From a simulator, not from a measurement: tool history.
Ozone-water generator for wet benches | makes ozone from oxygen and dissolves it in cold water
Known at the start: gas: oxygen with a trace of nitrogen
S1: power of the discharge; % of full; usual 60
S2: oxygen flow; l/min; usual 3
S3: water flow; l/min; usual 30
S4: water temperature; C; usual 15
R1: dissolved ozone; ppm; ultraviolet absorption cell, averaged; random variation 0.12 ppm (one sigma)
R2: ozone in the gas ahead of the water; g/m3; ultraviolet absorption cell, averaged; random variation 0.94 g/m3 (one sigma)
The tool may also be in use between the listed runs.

run	hour	S1	S2	S3	S4	R1	R2
1	0	60	3	30	15	9.7	153.3
2	121	60	3	30	15	9.1	152.3
3	247.6	60	3	30	15	9.3	152.7
4	326.6	60	3	30	15	9.5	150.2
5	438.5	60	3	30	15	9.4	151.2
6	500.5	60	3	30	15	9	150.5
7	567.3	60	3	30	15	9.2	148.4
8	638.8	60	3	30	15	9.2	149.1
9	711.5	60	3	30	15	9.2	150.9
10	794.4	48	3	30	15	7.8	125.3
11	853.1	48	3	30	15	7.8	126.1
12	944.7	48	3	30	15	7.6	124.6
13	1066.8	60	3	39	15	7.1	147.5
14	1151.3	60	3	19	15	13.1	148.8
15	1247.6	60	3	19	15	13.3	150.3
16	1377.9	60	3	19	15	13.3	148
17	1479	43	3	30	7	7.3	115.2
18	1606.1	60	3.04	46	16	6	145.8
19	1735.9	60	3.04	46	16	5.6	145.7
20	1832.6	60	1.6	24	22	8.7	201
21	1950.2	65	3	34	15	8.3	156
22	2026.2	59	3.37	30	15	8.9	135.7

5 ways to go on from here, each from the tool as it stands after run 22. What would each give?
A	2091.6	60	3.13	30	12	?	?
B	2091.6	62	3.37	20	15	?	?
C	2091.6	60	3.31	26	15	?	?
D	2091.6	60	2	39	14	?	?
E	2091.6	60	3	28	15	?	?

run	R1	R2
A	8.8	142.3
B	12.8	140.3
C	10	140.1
D	6	179.2
E	9.1	144.9
Without the tool's hidden state the same runs would have given:
run	R1	R2
A	10.5	157
B	15	155.3
C	11.8	154.6
D	7.1	197.8
E	10.8	160

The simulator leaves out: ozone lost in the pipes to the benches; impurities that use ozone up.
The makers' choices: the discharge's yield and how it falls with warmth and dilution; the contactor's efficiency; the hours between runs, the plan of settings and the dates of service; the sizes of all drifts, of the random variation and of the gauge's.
